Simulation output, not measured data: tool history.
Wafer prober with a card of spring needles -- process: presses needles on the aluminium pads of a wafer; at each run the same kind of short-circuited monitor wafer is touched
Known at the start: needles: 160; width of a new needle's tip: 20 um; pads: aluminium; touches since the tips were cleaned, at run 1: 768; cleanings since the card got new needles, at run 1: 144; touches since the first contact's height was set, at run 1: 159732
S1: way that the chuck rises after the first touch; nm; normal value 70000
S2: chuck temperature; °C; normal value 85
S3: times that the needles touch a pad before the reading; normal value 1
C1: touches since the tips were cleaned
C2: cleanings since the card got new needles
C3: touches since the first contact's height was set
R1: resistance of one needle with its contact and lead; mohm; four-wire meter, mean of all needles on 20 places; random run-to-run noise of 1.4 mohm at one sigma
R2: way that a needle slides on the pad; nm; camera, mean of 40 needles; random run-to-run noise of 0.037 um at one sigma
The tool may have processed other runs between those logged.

run	day	S1	S2	S3	C1	C2	C3	R1	R2
1	0.000	70000	85	1	768	144	159732	147	11730
# day 0.288: tips cleaned on abrasive film
# day 0.646: tips cleaned on abrasive film
# day 1.004: tips cleaned on abrasive film
# day 1.362: tips cleaned on abrasive film
# day 1.721: tips cleaned on abrasive film
# day 2.079: tips cleaned on abrasive film
# day 2.367: tips cleaned on abrasive film
# day 2.662: tips cleaned on abrasive film
2	2.662	70000	85	1	0	152	192711	129	11640
# day 3.021: tips cleaned on abrasive film
# day 3.308: tips cleaned on abrasive film
# day 3.667: tips cleaned on abrasive film
# day 4.025: tips cleaned on abrasive film
# day 4.383: tips cleaned on abrasive film
# day 4.671: tips cleaned on abrasive film
# day 5.029: tips cleaned on abrasive film
# day 5.183: height of the first contact set anew
# day 5.392: tips cleaned on abrasive film
3	5.392	70000	85	1	0	160	2593	126	11950
# day 5.750: tips cleaned on abrasive film
# day 6.038: tips cleaned on abrasive film
# day 6.538: card fitted with new needles
# day 6.896: tips cleaned on abrasive film
# day 7.254: tips cleaned on abrasive film
# day 7.542: tips cleaned on abrasive film
# day 7.900: tips cleaned on abrasive film
4	8.029	70000	40	1	1610	4	18483	152	11890
# day 8.246: tips cleaned on abrasive film
# day 8.533: tips cleaned on abrasive film
# day 8.821: tips cleaned on abrasive film
# day 9.175: tips cleaned on abrasive film
# day 9.533: tips cleaned on abrasive film
# day 9.892: tips cleaned on abrasive film
# day 10.250: tips cleaned on abrasive film
5	10.346	70000	40	1	1161	11	47175	140	11880
# day 10.562: tips cleaned on abrasive film
# day 10.846: tips cleaned on abrasive film
# day 11.204: tips cleaned on abrasive film
# day 11.562: tips cleaned on abrasive film
# day 11.921: tips cleaned on abrasive film
# day 12.279: tips cleaned on abrasive film
# day 12.567: tips cleaned on abrasive film
# day 12.925: tips cleaned on abrasive film
# day 13.283: tips cleaned on abrasive film
6	13.433	70000	85	1	1862	20	85447	154	11840
# day 13.579: tips cleaned on abrasive film
# day 13.938: tips cleaned on abrasive film
# day 14.225: tips cleaned on abrasive film
# day 14.583: tips cleaned on abrasive film
# day 14.942: tips cleaned on abrasive film
# day 15.296: tips cleaned on abrasive film
# day 15.654: tips cleaned on abrasive film
# day 16.012: tips cleaned on abrasive film
7	16.167	70000	85	1	1934	28	119350	163	11660
# day 16.312: tips cleaned on abrasive film
# day 16.600: tips cleaned on abrasive film
# day 16.958: tips cleaned on abrasive film
# day 17.246: tips cleaned on abrasive film
# day 17.604: tips cleaned on abrasive film
8	17.879	70000	85	1	3434	33	140546	177	11770
# day 17.954: tips cleaned on abrasive film
# day 18.242: tips cleaned on abrasive film
# day 18.600: tips cleaned on abrasive film
# day 18.958: tips cleaned on abrasive film
# day 19.271: tips cleaned on abrasive film
9	19.271	70000	85	1	0	38	157743	126	11730
# day 19.558: tips cleaned on abrasive film
# day 19.917: tips cleaned on abrasive film
# day 20.275: tips cleaned on abrasive film
# day 20.562: tips cleaned on abrasive film
# day 20.921: tips cleaned on abrasive film
# day 21.208: tips cleaned on abrasive film
# day 21.567: tips cleaned on abrasive film
10	21.788	70000	85	1	2795	45	188957	174	11610
# day 21.862: tips cleaned on abrasive film
# day 22.221: tips cleaned on abrasive film
# day 22.579: tips cleaned on abrasive film
# day 22.867: tips cleaned on abrasive film
# day 23.225: tips cleaned on abrasive film
# day 23.583: tips cleaned on abrasive film
# day 23.942: tips cleaned on abrasive film
# day 24.300: tips cleaned on abrasive film
11	24.308	70000	85	1	102	53	220140	132	11540
# day 24.596: tips cleaned on abrasive film
# day 24.608: height of the first contact set anew
# day 24.962: tips cleaned on abrasive film
# day 25.321: tips cleaned on abrasive film
# day 25.608: tips cleaned on abrasive film
# day 25.967: tips cleaned on abrasive film
# day 26.254: tips cleaned on abrasive film
# day 26.612: tips cleaned on abrasive film
12	26.729	62000	92	1	1470	60	26335	162	10570
# day 26.946: tips cleaned on abrasive film
# day 27.233: tips cleaned on abrasive film
# day 27.592: tips cleaned on abrasive film
# day 27.950: tips cleaned on abrasive film
# day 28.308: tips cleaned on abrasive film
# day 28.596: tips cleaned on abrasive film
# day 28.954: tips cleaned on abrasive film
# day 29.312: tips cleaned on abrasive film
13	29.421	53000	85	2	1381	68	59687	162	8940
# day 29.638: tips cleaned on abrasive film
# day 29.996: tips cleaned on abrasive film
# day 30.354: tips cleaned on abrasive film
# day 30.712: tips cleaned on abrasive film
# day 31.000: tips cleaned on abrasive film
# day 31.358: tips cleaned on abrasive film
# day 31.646: tips cleaned on abrasive film
14	31.771	58000	39	2	1557	75	88774	149	9770
# day 31.988: tips cleaned on abrasive film
# day 32.346: tips cleaned on abrasive film
# day 32.704: tips cleaned on abrasive film
# day 33.062: tips cleaned on abrasive film
# day 33.421: tips cleaned on abrasive film
# day 33.708: tips cleaned on abrasive film
# day 34.067: tips cleaned on abrasive film
# day 34.425: tips cleaned on abrasive film
# day 34.779: tips cleaned on abrasive film
15	34.796	55000	30	2	177	84	126250	122	9190
# day 35.083: tips cleaned on abrasive film
# day 35.371: tips cleaned on abrasive film
# day 35.729: tips cleaned on abrasive film
# day 36.088: tips cleaned on abrasive film
# day 36.446: tips cleaned on abrasive film
# day 36.804: tips cleaned on abrasive film
# day 37.158: tips cleaned on abrasive film
# day 37.517: tips cleaned on abrasive film
# day 37.875: tips cleaned on abrasive film
16	38.062	62000	36	2	2333	93	166768	156	10250

The next listed run, before its measurement:
# day 38.208: tips cleaned on abrasive film
# day 38.496: tips cleaned on abrasive film
# day 38.854: tips cleaned on abrasive film
# day 39.212: tips cleaned on abrasive film
# day 39.571: tips cleaned on abrasive film
# day 39.929: tips cleaned on abrasive film
# day 40.288: tips cleaned on abrasive film
# day 40.646: tips cleaned on abrasive film
# day 40.954: tips cleaned on abrasive film
17	40.954	70000	108	1	0	102	202567	?	?

R1: 126 mohm
R2: 11610 nm
Minus the tool's unlogged condition, the same run would have read R1 121 mohm, R2 12030 nm.

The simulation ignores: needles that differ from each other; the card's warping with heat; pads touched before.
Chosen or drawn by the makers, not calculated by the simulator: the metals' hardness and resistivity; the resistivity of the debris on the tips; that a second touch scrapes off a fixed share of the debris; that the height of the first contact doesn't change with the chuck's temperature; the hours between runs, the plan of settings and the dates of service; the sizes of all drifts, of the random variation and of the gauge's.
